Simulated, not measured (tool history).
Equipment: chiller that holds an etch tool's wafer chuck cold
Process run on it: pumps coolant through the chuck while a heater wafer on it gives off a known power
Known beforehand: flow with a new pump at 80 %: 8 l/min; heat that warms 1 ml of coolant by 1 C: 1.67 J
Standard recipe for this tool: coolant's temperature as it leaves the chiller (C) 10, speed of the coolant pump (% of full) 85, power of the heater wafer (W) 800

run,hour,coolant's temperature as it leaves the chiller (C),speed of the coolant pump (% of full),power of the heater wafer (W),chuck's temperature once it has settled (C),how much warmer the coolant comes back (C)
1,0,10,85,800,19,3.92
2,130.1,10,98,800,18,3.43
3,243,10,98,800,18.1,3.46
4,334.4,10,98,800,18,3.44
5,467.5,10,98,800,18,3.48
6,555.6,10,98,800,18.2,3.46
7,638.4,10,98,800,18.1,3.45
8,799,10,85,800,19.3,4.02
9,938,10,85,800,19.4,4.06
10,1078.3,10,86,800,19.3,4
11,1256.7,10,86,800,19.2,4.03
12,1408.2,10,86,800,19.7,4.01
13,1494.1,10,86,800,19.6,4.05
14,1678.7,10,86,983,21.7,5
15,1767.9,10,86,983,21.7,5
16,1910.2,10,86,983,21.9,5.03
17,2098.1,10,68,1129,26.8,7.23
18,2246.8,18,99,800,26.7,3.53
19,2380.1,13,76,800,24,4.65
# hour 2495.8: coolant pump overhauled
20,2548.4,8,65,418,13.6,2.23
21,2635.1,8,65,418,13.6,2.32
22,2828.5,5,60,819,16.7,4.92
23,2963.8,5,60,776,16.1,4.64
24,3124.6,10,85,747,18,3.27
25,3265.6,4,91,515,9.4,2.13
26,3399.9,4,91,515,9.4,2.09
27,3527.3,10,85,650,17.4,2.77
28,3665,7,82,1026,18.5,4.62
29,3820.8,14,82,551,20.5,2.5
30,3905.8,1,79,513,7.1,2.44
31,3988.4,10,85,800,19,3.53
# hour 4137.3: chiller's thermometer calibrated
32,4138.4,10,85,800,18.6,3.56

Each row is a separate what-if for the run after 32, all from the same tool condition, not one after another. Results?
A,4235.3,16,93,585,?,?
B,4235.3,8,61,800,?,?
C,4235.3,0,70,913,?,?
D,4235.3,6,90,983,?,?

run,chuck's temperature once it has settled (C),how much warmer the coolant comes back (C)
A,21.9,2.44
B,19.6,4.87
C,11.6,4.87
D,16.1,4.15
What these runs would have given with no unlogged condition in the tool:
run,chuck's temperature once it has settled (C),how much warmer the coolant comes back (C)
A,21.1,2.34
B,17.9,4.67
C,9.9,4.67
D,14.6,3.99

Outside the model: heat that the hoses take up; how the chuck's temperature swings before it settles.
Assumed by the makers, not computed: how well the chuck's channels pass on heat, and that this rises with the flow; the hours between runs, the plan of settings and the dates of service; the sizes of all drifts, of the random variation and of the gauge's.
